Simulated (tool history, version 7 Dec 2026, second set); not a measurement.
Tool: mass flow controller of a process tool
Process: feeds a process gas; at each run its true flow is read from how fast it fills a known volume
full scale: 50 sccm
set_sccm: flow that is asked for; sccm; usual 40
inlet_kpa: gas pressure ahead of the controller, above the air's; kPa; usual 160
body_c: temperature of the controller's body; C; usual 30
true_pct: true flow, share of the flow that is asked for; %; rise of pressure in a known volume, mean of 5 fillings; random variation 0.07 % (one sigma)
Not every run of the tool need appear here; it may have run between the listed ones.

{"run": 1, "hour": 0.0, "set_sccm": 40, "inlet_kpa": 160, "body_c": 30, "true_pct": 98.97}
{"run": 2, "hour": 194.0, "set_sccm": 40, "inlet_kpa": 160, "body_c": 20, "true_pct": 100.17}
{"run": 3, "hour": 473.9, "set_sccm": 40, "inlet_kpa": 160, "body_c": 20, "true_pct": 100.12}
{"run": 4, "hour": 646.6, "set_sccm": 40, "inlet_kpa": 160, "body_c": 20, "true_pct": 100.13}
{"run": 5, "hour": 1018.4, "set_sccm": 40, "inlet_kpa": 160, "body_c": 30, "true_pct": 99}
{"run": 6, "hour": 1327.1, "set_sccm": 40, "inlet_kpa": 160, "body_c": 30, "true_pct": 98.99}
{"run": 7, "hour": 1526.2, "set_sccm": 40, "inlet_kpa": 160, "body_c": 30, "true_pct": 98.92}
{"run": 8, "hour": 1931.1, "set_sccm": 40, "inlet_kpa": 160, "body_c": 30, "true_pct": 98.89}
{"run": 9, "hour": 2174.6, "set_sccm": 40, "inlet_kpa": 160, "body_c": 30, "true_pct": 98.84}
{"run": 10, "hour": 2590.3, "set_sccm": 40, "inlet_kpa": 160, "body_c": 30, "true_pct": 98.91}
{"run": 11, "hour": 2800.8, "set_sccm": 40, "inlet_kpa": 160, "body_c": 30, "true_pct": 98.78}
{"run": 12, "hour": 3186.4, "set_sccm": 40, "inlet_kpa": 160, "body_c": 30, "true_pct": 98.73}
{"run": 13, "hour": 3469.8, "set_sccm": 40, "inlet_kpa": 160, "body_c": 30, "true_pct": 98.72}
{"run": 14, "hour": 3809.0, "set_sccm": 40, "inlet_kpa": 160, "body_c": 30, "true_pct": 98.86}
{"run": 15, "hour": 4204.7, "set_sccm": 40, "inlet_kpa": 160, "body_c": 30, "true_pct": 98.74}
{"run": 16, "hour": 4404.0, "set_sccm": 40, "inlet_kpa": 160, "body_c": 30, "true_pct": 98.65}
{"run": 17, "hour": 4752.0, "set_sccm": 40, "inlet_kpa": 160, "body_c": 30, "true_pct": 98.6}
{"run": 18, "hour": 5170.0, "set_sccm": 40, "inlet_kpa": 160, "body_c": 30, "true_pct": 98.41}
{"run": 19, "hour": 5566.6, "set_sccm": 40, "inlet_kpa": 159, "body_c": 30, "true_pct": 98.57}
{"run": 20, "hour": 5749.6, "set_sccm": 9, "inlet_kpa": 238, "body_c": 32, "true_pct": 96.92}
{"run": 21, "hour": 6070.9, "set_sccm": 40, "inlet_kpa": 236, "body_c": 22, "true_pct": 99.26}
{"run": 22, "hour": 6450.0, "set_sccm": 11, "inlet_kpa": 200, "body_c": 31, "true_pct": 97.06}
{"run": 23, "hour": 6661.3, "set_sccm": 7, "inlet_kpa": 155, "body_c": 23, "true_pct": 97.75}
{"run": 24, "hour": 7006.8, "set_sccm": 40, "inlet_kpa": 273, "body_c": 25, "true_pct": 98.82}
{"run": 25, "hour": 7387.6, "set_sccm": 6, "inlet_kpa": 160, "body_c": 30, "true_pct": 96.89}
{"run": 26, "hour": 7703.0, "set_sccm": 5, "inlet_kpa": 263, "body_c": 30, "true_pct": 96.67}
{"run": 27, "hour": 8108.9, "set_sccm": 5, "inlet_kpa": 263, "body_c": 30, "true_pct": 96.6}
{"run": 28, "hour": 8343.7, "set_sccm": 5, "inlet_kpa": 263, "body_c": 30, "true_pct": 96.55}
{"run": 29, "hour": 8722.9, "set_sccm": 23, "inlet_kpa": 207, "body_c": 26, "true_pct": 97.77}
{"run": 30, "hour": 8987.0, "set_sccm": 21, "inlet_kpa": 229, "body_c": 24, "true_pct": 97.74}
{"run": 31, "hour": 9264.6, "set_sccm": 21, "inlet_kpa": 229, "body_c": 24, "true_pct": 97.71}
{"run": 32, "hour": 9650.6, "set_sccm": 21, "inlet_kpa": 229, "body_c": 24, "true_pct": 97.69}
{"run": 33, "hour": 10027.6, "set_sccm": 15, "inlet_kpa": 256, "body_c": 38, "true_pct": 95.88}
{"run": 34, "hour": 10349.6, "set_sccm": 40, "inlet_kpa": 150, "body_c": 30, "true_pct": 98.01}
{"run": 35, "hour": 10668.6, "set_sccm": 40, "inlet_kpa": 270, "body_c": 38, "true_pct": 96.88}
{"hour": 10804.7, "done": "gauge calibrated"}
{"run": 36, "hour": 10889.3, "set_sccm": 40, "inlet_kpa": 245, "body_c": 38, "true_pct": 98.23}
{"run": 37, "hour": 11301.9, "set_sccm": 40, "inlet_kpa": 189, "body_c": 26, "true_pct": 99.43}

Each row is a separate what-if for the run after 37, all from the same tool condition, not one after another. Results?
{"run": "A", "hour": 11498.3, "set_sccm": 40, "inlet_kpa": 200, "body_c": 23, "true_pct": "?"}
{"run": "B", "hour": 11498.3, "set_sccm": 6, "inlet_kpa": 189, "body_c": 29, "true_pct": "?"}
{"run": "C", "hour": 11498.3, "set_sccm": 10, "inlet_kpa": 189, "body_c": 26, "true_pct": "?"}

run=A true_pct=99.75
run=B true_pct=97.63
run=C true_pct=98.21
What these runs would have given with no unlogged condition in the tool:
run=A true_pct=99.83
run=B true_pct=97.67
run=C true_pct=98.26

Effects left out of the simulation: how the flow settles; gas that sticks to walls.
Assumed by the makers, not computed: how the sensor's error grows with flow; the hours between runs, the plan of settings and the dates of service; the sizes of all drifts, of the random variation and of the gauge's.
